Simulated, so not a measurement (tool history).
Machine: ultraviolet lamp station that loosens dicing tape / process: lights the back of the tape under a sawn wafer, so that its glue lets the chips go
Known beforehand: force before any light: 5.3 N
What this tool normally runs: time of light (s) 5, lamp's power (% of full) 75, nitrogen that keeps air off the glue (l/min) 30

run	day	time of light (s)	lamp's power (% of full)	nitrogen that keeps air off the glue (l/min)	force that peels the tape off (N)	light that reached the tape (mJ/cm2)
1	0.000	5	75	30	0.516	230
2	1.050	5	75	30	0.512	226
3	1.708	5	75	30	0.515	229
4	3.179	5	75	30	0.557	224
# day 3.867: window cleaned of glue's vapour
5	4.358	3	75	30	1.388	128
6	5.308	3	75	30	1.446	120
7	6.300	3	75	30	1.423	124
8	6.988	3	75	30	1.461	118
9	7.708	3	75	30	1.450	119
10	8.708	3	75	30	1.483	118
11	9.933	4	75	30	1.006	149
# day 10.846: window cleaned of glue's vapour, once more
12	10.846	5	75	23	0.479	253
13	11.779	5	75	23	0.491	248
14	12.421	5	75	23	0.518	249
15	13.046	5	75	23	0.519	242
16	13.958	5	75	45	0.408	239
17	14.825	5	86	30	0.385	273
18	15.792	5	86	30	0.388	266
19	16.629	3	97	30	0.807	179
20	17.571	2	63	30	2.243	75
21	18.517	3	76	30	1.231	137
22	19.638	5	75	30	0.556	220
23	21.171	5	75	16	0.708	219
24	22.092	4	76	20	0.993	170
25	23.250	3	75	22	1.442	128
26	24.775	7	75	16	0.440	280
27	26.100	5	78	9	0.944	209
28	27.038	5	78	9	0.976	205
29	28.592	5	60	9	1.424	153
30	29.512	4	75	30	1.068	151
31	30.242	9	75	30	0.280	339
32	31.021	3	66	14	2.168	96

Consider 5 possible next runs. They are alternatives, not a sequence: every one starts from the tool as it was left by run 32. What does each give?
A	32.358	5	62	15	?	?
B	32.358	9	60	16	?	?
C	32.358	5	66	18	?	?
D	32.358	4	82	36	?	?
E	32.358	5	95	33	?	?

run	force that peels the tape off (N)	light that reached the tape (mJ/cm2)
A	1.302	150
B	0.532	255
C	1.154	158
D	0.940	157
E	0.513	230
The same runs, with their run-to-run variation unchanged, on a tool lacking any hidden condition would have given:
run	force that peels the tape off (N)	light that reached the tape (mJ/cm2)
A	0.536	260
B	0.218	447
C	0.454	276
D	0.351	274
E	0.214	400
